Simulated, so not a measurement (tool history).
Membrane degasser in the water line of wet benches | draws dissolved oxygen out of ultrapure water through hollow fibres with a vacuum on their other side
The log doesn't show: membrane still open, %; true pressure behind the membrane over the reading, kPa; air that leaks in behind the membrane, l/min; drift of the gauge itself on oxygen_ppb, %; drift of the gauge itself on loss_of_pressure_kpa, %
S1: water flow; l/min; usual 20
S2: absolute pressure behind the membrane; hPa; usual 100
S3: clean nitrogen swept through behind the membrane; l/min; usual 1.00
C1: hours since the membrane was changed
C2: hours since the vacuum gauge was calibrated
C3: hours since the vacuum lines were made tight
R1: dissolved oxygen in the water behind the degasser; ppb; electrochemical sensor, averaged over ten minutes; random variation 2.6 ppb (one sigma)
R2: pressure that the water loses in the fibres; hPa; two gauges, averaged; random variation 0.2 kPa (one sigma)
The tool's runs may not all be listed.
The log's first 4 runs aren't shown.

{"run": 5, "hour": 261.4, "S1": 20, "S2": 100, "S3": 1.0, "C1": 393, "C2": 720, "C3": 91, "R1": 314.7, "R2": 455.5}
{"run": 6, "hour": 341.0, "S1": 20, "S2": 100, "S3": 0.5, "C1": 472, "C2": 800, "C3": 170, "R1": 536.9, "R2": 461.5}
{"run": 7, "hour": 380.1, "S1": 20, "S2": 100, "S3": 0.5, "C1": 511, "C2": 839, "C3": 209, "R1": 542.6, "R2": 462.4}
{"run": 8, "hour": 452.1, "S1": 20, "S2": 100, "S3": 0.5, "C1": 583, "C2": 911, "C3": 281, "R1": 536.1, "R2": 464.0}
{"run": 9, "hour": 522.6, "S1": 20, "S2": 121, "S3": 1.0, "C1": 654, "C2": 982, "C3": 352, "R1": 406.4, "R2": 464.2}
{"run": 10, "hour": 561.4, "S1": 20, "S2": 100, "S3": 0.41, "C1": 693, "C2": 1020, "C3": 391, "R1": 625.4, "R2": 462.3}
{"run": 11, "hour": 639.5, "S1": 20, "S2": 100, "S3": 0.41, "C1": 771, "C2": 1099, "C3": 469, "R1": 618.2, "R2": 463.4}
{"run": 12, "hour": 712.1, "S1": 20, "S2": 100, "S3": 0.41, "C1": 843, "C2": 1171, "C3": 541, "R1": 617.1, "R2": 460.0}
{"run": 13, "hour": 753.2, "S1": 20, "S2": 100, "S3": 0.41, "C1": 884, "C2": 1212, "C3": 582, "R1": 630.4, "R2": 465.3}
{"run": 14, "hour": 818.1, "S1": 20, "S2": 100, "S3": 0.41, "C1": 949, "C2": 1277, "C3": 647, "R1": 627.5, "R2": 463.1}
{"run": 15, "hour": 853.7, "S1": 20, "S2": 100, "S3": 0.41, "C1": 985, "C2": 1313, "C3": 683, "R1": 623.3, "R2": 463.5}
{"run": 16, "hour": 909.5, "S1": 20, "S2": 100, "S3": 1.0, "C1": 1041, "C2": 1369, "C3": 739, "R1": 316.3, "R2": 463.1}
{"run": 17, "hour": 949.7, "S1": 20, "S2": 100, "S3": 1.0, "C1": 1081, "C2": 1409, "C3": 779, "R1": 319.2, "R2": 461.0}
{"run": 18, "hour": 1001.8, "S1": 20, "S2": 117, "S3": 1.0, "C1": 1133, "C2": 1461, "C3": 831, "R1": 388.2, "R2": 462.2}
{"run": 19, "hour": 1057.0, "S1": 20, "S2": 117, "S3": 1.0, "C1": 1188, "C2": 1516, "C3": 886, "R1": 385.2, "R2": 463.1}
{"run": 20, "hour": 1132.3, "S1": 25, "S2": 117, "S3": 1.07, "C1": 1263, "C2": 1591, "C3": 961, "R1": 467.8, "R2": 580.4}
{"run": 21, "hour": 1184.4, "S1": 17, "S2": 117, "S3": 1.07, "C1": 1316, "C2": 1643, "C3": 1014, "R1": 315.8, "R2": 395.3}
{"run": 22, "hour": 1258.7, "S1": 13, "S2": 147, "S3": 1.0, "C1": 1390, "C2": 1718, "C3": 1088, "R1": 343.6, "R2": 305.2}
{"run": 23, "hour": 1307.1, "S1": 13, "S2": 147, "S3": 1.0, "C1": 1438, "C2": 1766, "C3": 1136, "R1": 342.4, "R2": 302.4}
{"run": 24, "hour": 1367.8, "S1": 13, "S2": 133, "S3": 2.74, "C1": 1499, "C2": 1827, "C3": 1197, "R1": 118.9, "R2": 301.1}

Forecast run 25:
{"run": 25, "hour": 1426.0, "S1": 13, "S2": 133, "S3": 2.74, "C1": 1557, "C2": 1885, "C3": 1255, "R1": "?", "R2": "?"}

Run 25 gave R1 119.3 ppb, R2 302.7 hPa.
Without the tool's hidden state the same run would have given R1 116.7 ppb, R2 299.7 hPa.
